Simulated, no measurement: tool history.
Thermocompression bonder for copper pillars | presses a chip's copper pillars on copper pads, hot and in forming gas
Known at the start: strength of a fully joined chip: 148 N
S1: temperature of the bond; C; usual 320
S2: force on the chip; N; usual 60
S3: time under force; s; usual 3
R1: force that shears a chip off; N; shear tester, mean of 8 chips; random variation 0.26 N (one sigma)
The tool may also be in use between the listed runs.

run   hour   S1  S2  S3    R1
  1    0.0  320  60   3  52.0
  2   19.4  293  60   3  38.1
  3   28.1  293  60   3  37.8
  4   41.9  293  60   6  50.5
  5   55.2  320  60   8  74.6
  6   72.3  320  60   8  73.0
  7   84.9  320  60   4  56.4
  8   97.3  320  60   4  55.9
  9  117.6  320  60   4  59.0
 10  127.8  320  51   3  44.4
 11  146.0  320  60   3  52.8
 12  156.4  320  60   3  53.0
 13  167.2  320  60   3  52.7
 14  176.9  320  60   3  52.1
 15  190.7  320  60   3  52.4
 16  210.1  295  60   3  39.1
 17  219.0  295  60   3  39.6
 18  231.8  320  60   3  52.7
 19  245.3  320  60   8  77.7
 20  254.5  320  60   8  78.7
 21  265.8  320  76   3  68.4
 22  281.2  320  58   6  68.4
 23  294.3  311  42   3  33.7
 24  302.9  320  44   2  32.8
 25  313.0  325  37   2  28.5
 26  325.3  325  37   2  28.6
 27  344.8  325  49   2  38.8
 28  364.5  336  49   2  43.3
 29  375.4  336  49   2  44.0
 30  383.6  316  78   2  57.2
 31  392.0  320  79   3  69.4
 32  405.7  320  79   3  69.3
 33  417.1  341  60   3  65.1
 34  428.7  319  80   3  69.7
 35  439.5  319  80   3  69.5
 36  450.7  328  53   6  66.6
 37  461.9  295  60   3  40.4
 38  470.1  296  60   3  40.4
 39  478.6  292  60   4  44.3

Not shown: 3 entries that the log had between the listed runs. Between which runs, and how does the tool's hidden state differ before and after?
Between runs 5 and 6: force cell calibrated (hour 60.3)
  true temperature of the bond over the reading, C: 2.5 -> 2.6; force that reaches the chip, % of what is set: 96.1 -> 94.3; oxide that the forming gas leaves, % of the face: 3.14 -> 3.33
  measured less the result without the state, R1: -2.9 -> -4.2 N
Between runs 8 and 9: force cell calibrated, once more (hour 106.8)
  true temperature of the bond over the reading, C: 2.7 -> 2.8; force that reaches the chip, % of what is set: 94.2 -> 99.2; oxide that the forming gas leaves, % of the face: 3.62 -> 3.85
  measured less the result without the state, R1: -3.6 -> -0.8 N
Between runs 18 and 19: forming gas filter changed (hour 233.5)
  true temperature of the bond over the reading, C: 3.2 -> 3.3; force that reaches the chip, % of what is set: 98.8 -> 98.7; oxide that the forming gas leaves, % of the face: 5.26 -> 0.67
  measured less the result without the state, R1: -1.5 -> +1.3 N
